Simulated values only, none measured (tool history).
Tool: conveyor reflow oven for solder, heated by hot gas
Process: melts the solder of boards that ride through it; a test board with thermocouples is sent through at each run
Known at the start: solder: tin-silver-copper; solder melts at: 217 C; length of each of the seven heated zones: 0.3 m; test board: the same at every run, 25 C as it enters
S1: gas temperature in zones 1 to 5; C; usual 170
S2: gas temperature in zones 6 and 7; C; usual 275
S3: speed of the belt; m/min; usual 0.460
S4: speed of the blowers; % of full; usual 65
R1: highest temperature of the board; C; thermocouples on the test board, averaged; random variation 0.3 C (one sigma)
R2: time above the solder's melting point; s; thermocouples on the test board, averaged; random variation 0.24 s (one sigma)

Run 1, hour 0.0: usual settings. Result: R1 250.9 C, R2 54.7 s.
Run 2, hour 26.8: usual settings but S2 280 C. Result: R1 254.9 C, R2 57.7 s.
Run 3, hour 73.1: usual settings but S3 0.459 m/min. Result: R1 250.1 C, R2 54.2 s.
Run 4, hour 120.0: usual settings but S3 0.459 m/min. Result: R1 250.0 C, R2 53.8 s.
Run 5, hour 148.0: usual settings but S2 273 C. Result: R1 248.5 C, R2 52.0 s.
At hour 158.2: flux residue cleaned out of gas plates and filters.
Run 6, hour 184.2: usual settings but S2 273 C. Result: R1 250.6 C, R2 55.1 s.
Run 7, hour 235.2: usual settings but S2 273 C. Result: R1 249.8 C, R2 54.4 s.
Run 8, hour 271.9: usual settings. Result: R1 251.5 C, R2 55.6 s.
Run 9, hour 325.8: usual settings. Result: R1 251.5 C, R2 55.4 s.
At hour 347.5: thermocouples of zones 6 and 7 changed.
Run 10, hour 385.6: usual settings. Result: R1 252.9 C, R2 56.6 s.
Run 11, hour 443.2: usual settings. Result: R1 252.2 C, R2 56.1 s.
Run 12, hour 499.8: usual settings. Result: R1 252.0 C, R2 55.7 s.
At hour 507.6: belt drive overhauled, speed set with a stopwatch.
Run 13, hour 549.2: usual settings. Result: R1 251.5 C, R2 55.3 s.
At hour 561.4: flux residue cleaned out of gas plates and filters.
Run 14, hour 610.0: usual settings. Result: R1 253.9 C, R2 57.5 s.
Run 15, hour 642.6: usual settings but S1 156 C. Result: R1 251.3 C, R2 50.5 s.
Run 16, hour 698.8: usual settings but S3 0.515 m/min, S4 60 % of full. Result: R1 246.2 C, R2 44.2 s.
At hour 708.6: belt drive overhauled, speed set with a stopwatch, once more.
Run 17, hour 740.6: usual settings but S3 0.515 m/min, S4 60 % of full. Result: R1 245.6 C, R2 42.7 s.
Run 18, hour 782.1: usual settings but S3 0.515 m/min, S4 60 % of full. Result: R1 244.4 C, R2 42.4 s.
Run 19, hour 839.6: usual settings but S1 183 C. Result: R1 254.4 C, R2 62.1 s.
Run 20, hour 873.6: usual settings but S1 183 C. Result: R1 253.9 C, R2 62.5 s.
Run 21, hour 918.3: usual settings but S2 289 C. Result: R1 262.2 C, R2 62.1 s.
At hour 962.7: flux residue cleaned out of gas plates and filters.
Run 22, hour 974.6: usual settings but S2 284 C, S4 78 % of full. Result: R1 265.7 C, R2 64.7 s.
Run 23, hour 1018.2: usual settings but S2 284 C, S4 78 % of full. Result: R1 264.5 C, R2 65.2 s.
Run 24, hour 1046.7: usual settings but S1 159 C, S2 268 C, S3 0.439 m/min. Result: R1 246.4 C, R2 50.1 s.
Run 25, hour 1079.5: usual settings but S3 0.428 m/min. Result: R1 254.7 C, R2 62.3 s.
Run 26, hour 1138.6: usual settings but S3 0.428 m/min. Result: R1 254.4 C, R2 62.3 s.
Run 27, hour 1184.7: usual settings but S3 0.428 m/min. Result: R1 254.2 C, R2 62.0 s.
Run 28, hour 1248.5: usual settings but S3 0.428 m/min. Result: R1 253.0 C, R2 61.3 s.
At hour 1270.6: thermocouples of zones 6 and 7 changed.
Run 29, hour 1293.4: usual settings but S3 0.428 m/min. Result: R1 254.8 C, R2 62.3 s.

5 ways to go on from here, each from the tool as it stands after run 29. What would each give?
Run A, hour 1335.5: usual settings but S1 179 C, S2 288 C, S4 88 % of full. Result: R1 ?, R2 ?.
Run B, hour 1335.5: usual settings but S3 0.422 m/min, S4 55 % of full. Result: R1 ?, R2 ?.
Run C, hour 1335.5: usual settings but S2 287 C, S3 0.374 m/min, S4 55 % of full. Result: R1 ?, R2 ?.
Run D, hour 1335.5: usual settings but S1 173 C. Result: R1 ?, R2 ?.
Run E, hour 1335.5: usual settings but S1 164 C, S3 0.428 m/min, S4 81 % of full. Result: R1 ?, R2 ?.

run     R1    R2
  A  271.2  70.8
  B  250.1  58.8
  C  265.4  80.0
  D  252.7  56.3
  E  258.1  63.5
Without the tool's hidden state the same runs would have given:
run     R1    R2
  A  274.1  71.8
  B  252.5  61.1
  C  267.7  81.4
  D  255.4  58.6
  E  261.0  65.6
